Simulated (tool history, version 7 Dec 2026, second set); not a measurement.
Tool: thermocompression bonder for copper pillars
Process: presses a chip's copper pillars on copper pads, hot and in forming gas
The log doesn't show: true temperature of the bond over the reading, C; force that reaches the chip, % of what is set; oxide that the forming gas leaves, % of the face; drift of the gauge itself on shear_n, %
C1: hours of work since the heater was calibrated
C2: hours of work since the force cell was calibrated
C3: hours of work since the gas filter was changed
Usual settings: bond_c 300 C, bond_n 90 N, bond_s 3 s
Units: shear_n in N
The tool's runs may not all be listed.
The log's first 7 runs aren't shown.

At day 6.146: forming gas filter changed.
Run 8, day 6.554: usual settings but bond_s 5 s; C1 411; C2 459; C3 7. Result: shear_n 93.5 N.
Run 9, day 7.821: usual settings but bond_s 5 s; C1 432; C2 479; C3 27. Result: shear_n 92.5 N.
Run 10, day 8.742: usual settings but bond_s 8 s; C1 447; C2 494; C3 42. Result: shear_n 100.1 N.
Run 11, day 9.792: usual settings but bond_s 8 s; C1 464; C2 511; C3 60. Result: shear_n 99.8 N.
Run 12, day 10.412: usual settings but bond_s 8 s; C1 474; C2 522; C3 70. Result: shear_n 99.7 N.
Run 13, day 10.958: usual settings but bond_c 287 C; C1 483; C2 531; C3 79. Result: shear_n 72.9 N.
Run 14, day 11.971: usual settings but bond_c 295 C; C1 500; C2 547; C3 95. Result: shear_n 77.1 N.
Run 15, day 12.762: usual settings but bond_n 67 N; C1 512; C2 560; C3 108. Result: shear_n 63.3 N.
Run 16, day 13.512: usual settings but bond_c 291 C, bond_s 2 s; C1 525; C2 572; C3 121. Result: shear_n 65.5 N.
Run 17, day 14.467: usual settings but bond_c 311 C, bond_n 95 N, bond_s 4 s; C1 540; C2 588; C3 136. Result: shear_n 92.1 N.
At day 14.750: forming gas filter changed.
Run 18, day 15.154: usual settings but bond_c 284 C, bond_n 95 N, bond_s 2 s; C1 551; C2 599; C3 7. Result: shear_n 67.5 N.
Run 19, day 16.225: usual settings but bond_c 275 C, bond_n 87 N, bond_s 4 s; C1 569; C2 616; C3 24. Result: shear_n 71.5 N.
Run 20, day 17.350: usual settings but bond_n 77 N, bond_s 8 s; C1 587; C2 635; C3 43. Result: shear_n 92.6 N.
Run 21, day 18.450: usual settings but bond_c 330 C, bond_n 114 N; C1 605; C2 653; C3 61. Result: shear_n 103.8 N.
Run 22, day 19.725: usual settings but bond_c 307 C, bond_s 5 s; C1 626; C2 674; C3 81. Result: shear_n 93.0 N.
Run 23, day 20.775: usual settings but bond_c 307 C, bond_s 5 s; C1 643; C2 691; C3 99. Result: shear_n 92.4 N.
Run 24, day 21.342: usual settings but bond_c 307 C, bond_s 5 s; C1 652; C2 700; C3 108. Result: shear_n 91.3 N.
Run 25, day 21.875: usual settings but bond_c 320 C; C1 661; C2 709; C3 117. Result: shear_n 87.2 N.
Run 26, day 22.412: usual settings but bond_c 320 C; C1 670; C2 718; C3 125. Result: shear_n 86.4 N.
Run 27, day 23.071: usual settings but bond_c 326 C, bond_n 124 N, bond_s 6 s; C1 681; C2 728; C3 136. Result: shear_n 110.4 N.
At day 23.346: forming gas filter changed.
Run 28, day 24.267: usual settings but bond_c 294 C, bond_n 81 N, bond_s 2 s; C1 700; C2 748; C3 15. Result: shear_n 62.9 N.
Run 29, day 24.838: usual settings but bond_n 82 N, bond_s 8 s; C1 709; C2 757; C3 24. Result: shear_n 95.8 N.
At day 25.275: heater calibrated with a thermocouple chip.
Run 30, day 25.538: usual settings but bond_n 82 N, bond_s 8 s; C1 4; C2 767; C3 34. Result: shear_n 97.2 N.

Forecast each of these 5 alternatives for the next run:
Run A, day 26.525: usual settings but bond_s 4 s; C1 20; C2 783; C3 51. Result: shear_n ?.
Run B, day 26.525: usual settings but bond_c 311 C, bond_n 76 N, bond_s 8 s; C1 20; C2 783; C3 51. Result: shear_n ?.
Run C, day 26.525: usual settings but bond_c 275 C, bond_n 71 N, bond_s 6 s; C1 20; C2 783; C3 51. Result: shear_n ?.
Run D, day 26.525: usual settings but bond_c 282 C, bond_s 2 s; C1 20; C2 783; C3 51. Result: shear_n ?.
Run E, day 26.525: usual settings but bond_c 321 C, bond_n 61 N, bond_s 8 s; C1 20; C2 783; C3 51. Result: shear_n ?.

run  shear_n
  A     87.9
  B     98.9
  C     71.1
  D     63.5
  E     92.8
Without the tool's hidden state the same runs would have given:
run  shear_n
  A     91.3
  B    102.2
  C     74.3
  D     66.4
  E     96.2

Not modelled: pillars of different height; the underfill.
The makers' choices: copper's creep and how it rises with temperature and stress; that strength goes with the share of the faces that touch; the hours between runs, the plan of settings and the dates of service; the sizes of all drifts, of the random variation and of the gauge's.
